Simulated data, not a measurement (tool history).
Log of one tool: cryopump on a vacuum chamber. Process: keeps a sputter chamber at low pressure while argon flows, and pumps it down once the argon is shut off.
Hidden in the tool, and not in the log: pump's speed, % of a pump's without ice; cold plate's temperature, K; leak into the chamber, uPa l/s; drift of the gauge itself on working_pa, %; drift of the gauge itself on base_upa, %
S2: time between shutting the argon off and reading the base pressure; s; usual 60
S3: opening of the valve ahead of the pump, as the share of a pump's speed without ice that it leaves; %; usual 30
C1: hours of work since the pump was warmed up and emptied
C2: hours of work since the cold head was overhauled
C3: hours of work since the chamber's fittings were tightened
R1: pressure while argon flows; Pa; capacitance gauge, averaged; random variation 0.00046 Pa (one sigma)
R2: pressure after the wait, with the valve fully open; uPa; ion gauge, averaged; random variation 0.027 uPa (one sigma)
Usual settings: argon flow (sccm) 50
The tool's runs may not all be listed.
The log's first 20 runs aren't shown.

run 21 hour=442.1 | argon_flow_(sccm)=39 S2=47 S3=17 | C1=39 C2=857 C3=929 | R1=0.1938 R2=2.78
run 22 hour=465.4 | argon_flow_(sccm)=39 S2=47 S3=17 | C1=51 C2=869 C3=941 | R1=0.1943 R2=2.89
run 23 hour=485.1 | argon_flow_(sccm)=39 S2=167 S3=35 | C1=61 C2=879 C3=951 | R1=0.0948 R2=1.89
run 24 hour=510.1 | argon_flow_(sccm)=86 S2=60 S3=50 | C1=74 C2=892 C3=964 | R1=0.1473 R2=2.54
run 25 hour=533.7 | argon_flow_(sccm)=44 S2=123 S3=16 | C1=87 C2=905 C3=977 | R1=0.2333 R2=1.97
run 26 hour=553.4 | argon_flow_(sccm)=44 S2=123 S3=16 | C1=97 C2=915 C3=987 | R1=0.2323 R2=2.13
run 27 hour=573.9 | argon_flow_(sccm)=44 S2=123 S3=16 | C1=107 C2=925 C3=998 | R1=0.2321 R2=2.07
run 28 hour=598.4 | argon_flow_(sccm)=63 S2=72 S3=51 | C1=120 C2=938 C3=1010 | R1=0.1058 R2=2.48
run 29 hour=613.6 | argon_flow_(sccm)=63 S2=72 S3=51 | C1=128 C2=946 C3=1018 | R1=0.1058 R2=2.47
run 30 hour=629.1 | argon_flow_(sccm)=28 S2=26 S3=43 | C1=136 C2=954 C3=1026 | R1=0.0558 R2=4.06
run 31 hour=646.9 | argon_flow_(sccm)=28 S2=26 S3=43 | C1=145 C2=963 C3=1035 | R1=0.0554 R2=4.20
run 32 hour=665.8 | argon_flow_(sccm)=91 S2=26 S3=29 | C1=155 C2=973 C3=1045 | R1=0.2675 R2=4.16
run 33 hour=695.2 | argon_flow_(sccm)=32 S2=60 S3=37 | C1=170 C2=988 C3=1061 | R1=0.0741 R2=2.71

5 ways to go on from here, each from the tool as it stands after run 33. What would each give?
run A hour=708.5 | argon_flow_(sccm)=41 S2=60 S3=44 | C1=177 C2=995 C3=1067 | R1=? R2=?
run B hour=708.5 | argon_flow_(sccm)=23 S2=27 S3=31 | C1=177 C2=995 C3=1067 | R1=? R2=?
run C hour=708.5 | argon_flow_(sccm)=50 S2=25 S3=30 | C1=177 C2=995 C3=1067 | R1=? R2=?
run D hour=708.5 | argon_flow_(sccm)=75 S2=26 S3=30 | C1=177 C2=995 C3=1067 | R1=? R2=?
run E hour=708.5 | argon_flow_(sccm)=50 S2=60 S3=26 | C1=177 C2=995 C3=1067 | R1=? R2=?

run=A R1=0.0804 R2=2.74
run=B R1=0.0632 R2=4.07
run=C R1=0.1425 R2=4.12
run=D R1=0.2137 R2=4.11
run=E R1=0.1649 R2=2.76
Without the tool's hidden state the same runs would have given:
run=A R1=0.0790 R2=1.21
run=B R1=0.0624 R2=2.52
run=C R1=0.1408 R2=2.63
run=D R1=0.2112 R2=2.60
run=E R1=0.1632 R2=1.23
